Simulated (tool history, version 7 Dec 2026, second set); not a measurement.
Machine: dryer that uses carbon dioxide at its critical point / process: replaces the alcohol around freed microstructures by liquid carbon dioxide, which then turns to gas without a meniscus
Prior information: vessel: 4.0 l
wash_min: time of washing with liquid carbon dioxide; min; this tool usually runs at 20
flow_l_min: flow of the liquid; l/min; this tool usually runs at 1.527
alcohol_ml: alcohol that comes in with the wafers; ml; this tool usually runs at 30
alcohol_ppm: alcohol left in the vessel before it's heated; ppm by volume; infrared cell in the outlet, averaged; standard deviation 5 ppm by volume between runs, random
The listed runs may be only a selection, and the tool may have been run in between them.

{"run": 1, "hour": 0.0, "wash_min": 20, "flow_l_min": 1.527, "alcohol_ml": 30, "alcohol_ppm": 66}
{"run": 2, "hour": 7.3, "wash_min": 20, "flow_l_min": 1.527, "alcohol_ml": 30, "alcohol_ppm": 59}
{"run": 3, "hour": 20.6, "wash_min": 20, "flow_l_min": 1.527, "alcohol_ml": 30, "alcohol_ppm": 65}
{"run": 4, "hour": 28.2, "wash_min": 20, "flow_l_min": 1.527, "alcohol_ml": 30, "alcohol_ppm": 66}
{"run": 5, "hour": 41.5, "wash_min": 20, "flow_l_min": 1.527, "alcohol_ml": 30, "alcohol_ppm": 60}
{"run": 6, "hour": 55.9, "wash_min": 20, "flow_l_min": 1.527, "alcohol_ml": 30, "alcohol_ppm": 76}
{"run": 7, "hour": 70.9, "wash_min": 20, "flow_l_min": 1.527, "alcohol_ml": 30, "alcohol_ppm": 68}
{"run": 8, "hour": 79.7, "wash_min": 20, "flow_l_min": 1.527, "alcohol_ml": 30, "alcohol_ppm": 70}
{"run": 9, "hour": 91.8, "wash_min": 20, "flow_l_min": 1.527, "alcohol_ml": 30, "alcohol_ppm": 78}
{"run": 10, "hour": 103.9, "wash_min": 20, "flow_l_min": 1.527, "alcohol_ml": 30, "alcohol_ppm": 78}
{"run": 11, "hour": 113.9, "wash_min": 13, "flow_l_min": 1.527, "alcohol_ml": 30, "alcohol_ppm": 246}
{"run": 12, "hour": 126.5, "wash_min": 13, "flow_l_min": 1.527, "alcohol_ml": 30, "alcohol_ppm": 241}
{"run": 13, "hour": 140.7, "wash_min": 13, "flow_l_min": 1.527, "alcohol_ml": 30, "alcohol_ppm": 247}
{"run": 14, "hour": 150.7, "wash_min": 13, "flow_l_min": 1.527, "alcohol_ml": 30, "alcohol_ppm": 251}
{"run": 15, "hour": 162.4, "wash_min": 13, "flow_l_min": 1.527, "alcohol_ml": 30, "alcohol_ppm": 253}
{"run": 16, "hour": 171.6, "wash_min": 13, "flow_l_min": 2.38, "alcohol_ml": 30, "alcohol_ppm": 85}
{"run": 17, "hour": 182.2, "wash_min": 13, "flow_l_min": 2.57, "alcohol_ml": 30, "alcohol_ppm": 74}
{"run": 18, "hour": 196.3, "wash_min": 13, "flow_l_min": 2.57, "alcohol_ml": 99, "alcohol_ppm": 133}
{"run": 19, "hour": 208.7, "wash_min": 13, "flow_l_min": 1.06, "alcohol_ml": 23, "alcohol_ppm": 503}
{"run": 20, "hour": 220.6, "wash_min": 16, "flow_l_min": 1.24, "alcohol_ml": 23, "alcohol_ppm": 215}
{"run": 21, "hour": 227.5, "wash_min": 28, "flow_l_min": 2.31, "alcohol_ml": 58, "alcohol_ppm": 60}
{"run": 22, "hour": 240.7, "wash_min": 28, "flow_l_min": 2.07, "alcohol_ml": 38, "alcohol_ppm": 60}
{"run": 23, "hour": 251.7, "wash_min": 23, "flow_l_min": 2.27, "alcohol_ml": 47, "alcohol_ppm": 66}
{"run": 24, "hour": 265.6, "wash_min": 23, "flow_l_min": 2.27, "alcohol_ml": 47, "alcohol_ppm": 76}
{"run": 25, "hour": 280.8, "wash_min": 14, "flow_l_min": 0.99, "alcohol_ml": 53, "alcohol_ppm": 1109}
{"hour": 285.6, "done": "inlet filter changed"}
{"run": 26, "hour": 293.0, "wash_min": 20, "flow_l_min": 1.527, "alcohol_ml": 26, "alcohol_ppm": 88}
{"run": 27, "hour": 300.6, "wash_min": 13, "flow_l_min": 1, "alcohol_ml": 34, "alcohol_ppm": 759}
{"run": 28, "hour": 308.0, "wash_min": 14, "flow_l_min": 1.18, "alcohol_ml": 60, "alcohol_ppm": 701}
{"run": 29, "hour": 323.7, "wash_min": 27, "flow_l_min": 2.48, "alcohol_ml": 30, "alcohol_ppm": 69}
{"run": 30, "hour": 336.0, "wash_min": 20, "flow_l_min": 2.15, "alcohol_ml": 30, "alcohol_ppm": 73}

How would selected steps in alcohol_ppm from run to run divide? Give the signed amount a tool lacking its hidden state would still show from settings, what came in and random variation, and the signed amount left for the hidden state, including any gauge scatter that is not in both of the compared results.
The tool's hidden condition here consists of: flow that reaches the vessel past the clogged filter, %; alcohol in the recycled carbon dioxide, ppm; drift of the gauge itself on alcohol_ppm, %.
Run 18 -> 19: flow_l_min 2.57 -> 1.06, alcohol_ml 99 -> 23. alcohol_ppm +370 ppm by volume: hidden state +40, all else +330.
Run 24 -> 25: wash_min 23 -> 14, flow_l_min 2.27 -> 0.99, alcohol_ml 47 -> 53. alcohol_ppm +1033 ppm by volume: hidden state +166, all else +867.
Run 25 -> 26: wash_min 14 -> 20, flow_l_min 0.99 -> 1.527, alcohol_ml 53 -> 26, inlet filter changed. alcohol_ppm -1021 ppm by volume: hidden state -163, all else -858.
Run 26 -> 27: wash_min 20 -> 13, flow_l_min 1.527 -> 1, alcohol_ml 26 -> 34. alcohol_ppm +671 ppm by volume: hidden state +16, all else +655.

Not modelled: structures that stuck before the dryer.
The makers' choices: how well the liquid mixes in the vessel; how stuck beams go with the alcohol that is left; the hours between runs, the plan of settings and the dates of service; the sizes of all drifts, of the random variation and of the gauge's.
